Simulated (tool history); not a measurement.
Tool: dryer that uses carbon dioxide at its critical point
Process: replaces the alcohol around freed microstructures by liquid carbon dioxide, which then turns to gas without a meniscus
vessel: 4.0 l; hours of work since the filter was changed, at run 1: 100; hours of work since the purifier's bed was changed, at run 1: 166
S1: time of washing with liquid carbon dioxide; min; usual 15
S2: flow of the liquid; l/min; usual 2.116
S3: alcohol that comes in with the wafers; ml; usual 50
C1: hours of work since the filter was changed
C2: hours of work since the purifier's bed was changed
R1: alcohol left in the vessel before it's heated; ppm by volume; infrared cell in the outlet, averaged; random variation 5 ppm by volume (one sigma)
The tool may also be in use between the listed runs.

run   hour  S1     S2   S3   C1   C2    R1
  1    0.0  15  2.116   50  100  166    47
  2   13.9  15  3.490   50  110  176    26
  3   27.8  15  3.020   50  120  185    25
  4   34.9  15  2.116   50  124  190    46
  5   46.0  15  2.116   50  132  198    55
  6   55.8  15  2.116   50  139  205    52
  7   68.4  15  2.116   35  148  213    39
  8   82.1  15  1.940   50  157  223    74
  9   95.2  15  2.116   50  166  232    60
 10  105.6  15  2.116   50  173  239    58
 11  115.9  15  2.116   50  180  246    58
 12  124.1  15  2.116   50  186  252    62
 13  136.3  18  2.116   50  194  260    43
 14  149.5  18  2.116   50  204  269    34
 15  157.3  15  1.500   50  209  275   189
 16  166.7  15  1.500   50  216  281   191
 17  179.6  15  1.700   50  224  290   129
 18  191.5  14  2.116   57  233  299    86
 19  204.1  14  3.250   57  241  307    40
 20  211.7  14  2.330   20  247  313    50
 21  224.5  15  1.820   29  255  321    79
 22  232.0  15  1.820   29  261  327    83
 23  241.4  19  3.370   50  267  333    37
 24  252.9   9  2.116   69  275  341   536
 25  264.3  13  2.620   50  283  349    64
 26  275.0  13  2.620   50  290  356    63
 27  286.3  13  2.390   27  298  364    62
 28  297.2  13  2.390   27  306  372    65
 29  306.8   9  1.880  116  312  378  1308
 30  315.4  15  1.440  114  318  384   540
 31  324.4  10  1.440  114  325  390  2037
 32  332.5  11  2.330   36  330  396   121

Forecast each of these 3 alternatives for the next run:
  A  340.2  16  2.070  50  335  401   ?
  B  340.2  15  2.116  22  335  401   ?
  C  340.2  23  3.430  58  335  401   ?

run  R1
  A  75
  B  75
  C  45
Without the tool's hidden state the same runs would have given:
run  R1
  A  18
  B  25
  C   4
